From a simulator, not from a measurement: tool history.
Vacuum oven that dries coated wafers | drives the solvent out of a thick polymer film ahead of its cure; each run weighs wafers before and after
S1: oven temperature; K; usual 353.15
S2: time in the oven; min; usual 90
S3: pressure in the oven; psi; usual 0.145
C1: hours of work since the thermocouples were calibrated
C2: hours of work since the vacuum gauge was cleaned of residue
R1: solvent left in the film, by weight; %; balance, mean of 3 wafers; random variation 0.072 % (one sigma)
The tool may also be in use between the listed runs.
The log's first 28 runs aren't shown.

run	hour	S1	S2	S3	C1	C2	R1
29	1362.7	353.15	49	0.145	531	2095	9.02
30	1396.3	345.15	59	0.284	554	2117	11.02
31	1426.9	362.15	92	0.145	574	2138	2.12
32	1455.9	362.15	92	0.145	593	2157	2.27
33	1514.4	340.15	90	0.377	633	2196	10.76
34	1583.4	368.15	122	0.424	679	2242	1.06
35	1631.6	368.15	122	0.424	711	2274	1.06
36	1686.6	354.15	109	0.313	747	2311	4.07
37	1752.1	345.15	161	0.145	791	2355	4.74
38	1797.3	345.15	161	0.303	821	2385	5.26

Forecast run 39:
# hour 1839.2: vacuum gauge cleaned of residue and calibrated
39	1846.7	339.15	64	0.228	853	5	?

R1: 12.33 %
Without the tool's hidden state the same run would have given R1 12.31 %.

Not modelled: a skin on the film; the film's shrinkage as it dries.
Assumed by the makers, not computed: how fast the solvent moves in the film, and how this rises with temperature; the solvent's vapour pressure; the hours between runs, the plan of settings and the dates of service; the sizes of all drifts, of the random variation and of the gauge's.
